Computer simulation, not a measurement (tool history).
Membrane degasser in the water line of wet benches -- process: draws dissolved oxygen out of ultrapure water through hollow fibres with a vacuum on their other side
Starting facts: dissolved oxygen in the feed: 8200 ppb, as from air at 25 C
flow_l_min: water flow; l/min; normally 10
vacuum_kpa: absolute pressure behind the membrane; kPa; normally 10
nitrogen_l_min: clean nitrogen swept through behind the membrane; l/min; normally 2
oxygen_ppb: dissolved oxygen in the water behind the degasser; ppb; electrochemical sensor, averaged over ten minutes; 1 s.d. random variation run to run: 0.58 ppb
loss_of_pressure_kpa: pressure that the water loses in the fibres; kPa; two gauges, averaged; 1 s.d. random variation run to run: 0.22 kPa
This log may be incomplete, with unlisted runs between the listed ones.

run	hour	flow_l_min	vacuum_kpa	nitrogen_l_min	oxygen_ppb	loss_of_pressure_kpa
1	0	10	10	2	84.4	55.91
2	235.5	10	10	2	84.4	55.86
3	460.6	14	10	2	122.8	78.3
4	596.4	14	10	2	122.6	77.6
5	737.4	14	10	5.92	49.3	77.1
6	924.4	14	10	5.92	49.3	77.73
7	1038.4	10	10	2	84.6	55.54
8	1174.6	10	15.2	2	146.4	55.22
# hour 1265.6: seals of the vacuum lines changed
9	1403.8	10	7.3	2.93	36.8	56.04
10	1620.1	10	7.3	2.93	36.2	55.5
11	1766.3	10	7.3	2.93	36.5	55.47
12	1925.2	10	7.3	2.93	36.5	55.36
13	2172.5	11	9.4	4.51	40.5	61.21
14	2342.1	10	10	2.8	61.9	55.75

Consider 5 possible next runs. They are alternatives, not a sequence: every one starts from the tool as it was left by run 14. What does each give?
A	2519.3	13	22.1	1.63	?	?
B	2519.3	7	19.3	0.87	?	?
C	2519.3	6	23.5	5.52	?	?
D	2519.3	10	12	2.79	?	?
E	2519.3	10	10	3.99	?	?

run	oxygen_ppb	loss_of_pressure_kpa
A	354.1	72.5
B	303.5	38.67
C	56	33.12
D	79.2	55.35
E	43.9	55.54
With the hidden condition removed and each run's random variation left untouched, the same runs would have given:
run	oxygen_ppb	loss_of_pressure_kpa
A	354	72.99
B	303.4	38.93
C	56	33.34
D	79.2	55.72
E	43.9	55.92
